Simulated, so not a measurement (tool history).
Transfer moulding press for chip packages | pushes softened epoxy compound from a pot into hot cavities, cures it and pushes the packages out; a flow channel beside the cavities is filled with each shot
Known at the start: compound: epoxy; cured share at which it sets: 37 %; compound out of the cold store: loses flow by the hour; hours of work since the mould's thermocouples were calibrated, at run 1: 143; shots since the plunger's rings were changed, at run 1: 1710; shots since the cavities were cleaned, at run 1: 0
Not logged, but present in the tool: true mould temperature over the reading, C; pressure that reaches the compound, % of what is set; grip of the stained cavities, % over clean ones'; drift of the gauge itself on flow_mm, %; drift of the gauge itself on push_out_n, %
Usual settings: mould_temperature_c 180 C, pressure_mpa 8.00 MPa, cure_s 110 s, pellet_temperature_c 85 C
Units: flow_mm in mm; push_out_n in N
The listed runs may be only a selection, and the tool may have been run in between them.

run,hour,mould_temperature_c,pressure_mpa,cure_s,pellet_temperature_c,hours of work since the mould's thermocouples were calibrated,shots since the plunger's rings were changed,shots since the cavities were cleaned,incoming compound's hours out of the cold store,flow_mm,push_out_n
1,0.0,180,8.00,110,85,143,1710,0,12.5,806,344
2,23.3,180,8.00,110,89,153,1871,161,38.0,762,340
3,54.5,180,8.00,110,89,166,2086,376,8.6,822,341
# hour 72.4: cavities cleaned with cleaning compound and waxed
4,77.0,180,8.00,110,89,175,2231,31,25.6,779,363
5,94.4,180,8.00,110,89,183,2352,152,46.3,749,324
6,116.4,180,8.00,110,89,192,2504,304,33.7,768,343
7,131.7,181,8.00,110,89,199,2609,409,47.9,734,315
# hour 145.8: cavities cleaned with cleaning compound and waxed
8,159.4,180,6.87,110,85,210,2790,94,21.2,731,350
9,194.2,180,8.00,110,85,225,3030,334,46.1,744,331
10,212.6,180,8.00,110,85,233,3158,462,43.9,748,357
# hour 219.1: cavities cleaned with cleaning compound and waxed
11,234.8,180,8.00,110,85,242,3301,109,47.0,739,335
12,251.9,180,8.00,110,85,249,3419,227,43.8,750,322
13,286.3,180,8.00,110,85,264,3656,464,13.9,805,344
# hour 292.3: cavities cleaned with cleaning compound and waxed
14,311.5,180,8.00,139,85,274,3820,132,42.1,757,257
15,335.1,186,7.87,110,83,284,3984,296,30.4,758,280
# hour 366.8: cavities cleaned with cleaning compound and waxed
16,367.6,186,7.87,110,83,297,4197,5,22.8,768,271
17,403.1,172,8.61,104,85,313,4443,251,11.2,871,679
# hour 440.4: cavities cleaned with cleaning compound and waxed
18,440.4,172,8.61,104,85,328,4690,0,15.1,859,694
# hour 467.0: plunger's sealing rings changed
19,479.4,172,8.61,104,85,344,85,252,39.6,808,626
# hour 515.0: cavities cleaned with cleaning compound and waxed
20,518.5,172,8.61,104,85,360,345,24,44.3,797,657
21,545.5,172,8.61,131,87,371,532,211,34.8,822,401

Forecast run 22:
22,581.6,172,8.61,131,87,387,781,460,9.2,?,?

{"run 22": {"flow_mm": 867, "push_out_n": 419}}
With the hidden condition absent and the run-to-run variation left alone, this run would have shown flow_mm 868 mm, push_out_n 416 N.
